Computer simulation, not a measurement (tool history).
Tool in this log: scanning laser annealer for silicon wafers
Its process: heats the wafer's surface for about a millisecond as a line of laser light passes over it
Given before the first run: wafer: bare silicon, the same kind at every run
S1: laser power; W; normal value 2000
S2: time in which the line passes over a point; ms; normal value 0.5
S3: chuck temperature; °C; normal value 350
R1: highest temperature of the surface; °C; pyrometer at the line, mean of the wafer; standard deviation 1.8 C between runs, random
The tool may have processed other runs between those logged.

run	hour	S1	S2	S3	R1
1	0	2000	0.5	350	1032
2	74.7	2000	0.5	350	1027
3	154.7	1813	0.5	350	942
4	214.1	1813	0.5	350	942
5	279.8	2000	0.5	350	1014
6	314.3	2000	0.5	350	1013
# hour 326.2: optics aligned, line set to its width
7	389.5	2000	0.417	350	940
8	440.4	2000	0.417	350	933
9	509.6	2000	0.417	350	930
10	564.7	2000	0.417	350	933
# hour 588.2: window over the wafer cleaned
11	612.4	2000	0.5	350	1033
12	692.7	2000	0.5	337	1017
# hour 706.4: optics aligned, line set to its width, once more
13	744	1899	0.5	350	991
14	804.1	1899	0.5	350	991
15	855.2	2000	0.571	350	1087
16	901.3	1886	0.464	357	963
17	951.6	2079	0.392	349	962
18	986.7	2079	0.392	349	957
19	1062.5	2079	0.392	349	953
20	1102.3	2000	0.608	350	1094
21	1169.6	1765	0.466	368	911
22	1205.5	2178	0.352	375	966
23	1256.6	2038	0.559	349	1066

Here are 5 independent what-if runs from the current tool condition. What would each one return?
A	1319.4	2036	0.496	349	?
B	1319.4	2138	0.5	320	?
C	1319.4	1927	0.559	349	?
D	1319.4	1848	0.5	388	?
E	1319.4	2000	0.5	345	?

run	R1
A	1008
B	1024
C	1014
D	977
E	992
Had the tool no hidden state, the same runs would have come out as:
run	R1
A	1063
B	1083
C	1069
D	1025
E	1046

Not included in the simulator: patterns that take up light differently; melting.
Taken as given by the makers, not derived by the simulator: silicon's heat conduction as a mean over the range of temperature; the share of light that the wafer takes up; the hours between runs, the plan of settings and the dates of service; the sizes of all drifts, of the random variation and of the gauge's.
